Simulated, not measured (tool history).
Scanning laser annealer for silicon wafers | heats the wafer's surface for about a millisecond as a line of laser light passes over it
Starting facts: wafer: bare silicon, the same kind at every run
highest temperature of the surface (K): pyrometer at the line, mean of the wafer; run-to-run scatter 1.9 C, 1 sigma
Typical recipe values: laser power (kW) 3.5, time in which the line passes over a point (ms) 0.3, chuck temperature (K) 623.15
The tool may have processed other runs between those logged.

run  hour  laser power (kW)  time in which the line passes over a point (ms)  chuck temperature (K)  highest temperature of the surface (K)
  1     0               3.5                                              0.3                 623.15                                 1412.15
  2   9.2               3.5                                              0.3                 623.15                                 1409.15
  3  14.7               3.5                                              0.3                 623.15                                 1410.15
  4  22.6               3.5                                              0.3                 623.15                                 1415.15
  5  27.3               3.5                                              0.3                 623.15                                 1411.15
  6  38.9               3.5                                              0.3                 623.15                                 1409.15
  7  49.5               3.5                                              0.3                 623.15                                 1412.15
  8  58.3             3.053                                            0.316                 659.15                                 1342.15
  9  62.8             3.249                                            0.299                 594.15                                 1314.15
 10  67.8             3.115                                              0.3                 634.15                                 1317.15
 11  77.6              3.77                                            0.362                 656.15                                 1589.15
 12  88.1               3.5                                              0.3                 598.15                                 1388.15

Removed from this log: 1 entry logged between the listed runs. Between which two listed runs does each belong, and how does the tool's hidden state at the listed run before it compare with that at the listed run after it?
After run 5, before run 6: laser's power meter calibrated (hour 31.2)
  light that passes the window, % of a clean one's: 99.71 -> 99.69; laser's true power over the reading, %: -0.07 -> -0.1
  measured value less the no-hidden-state value, highest temperature of the surface (K): -8 -> -9
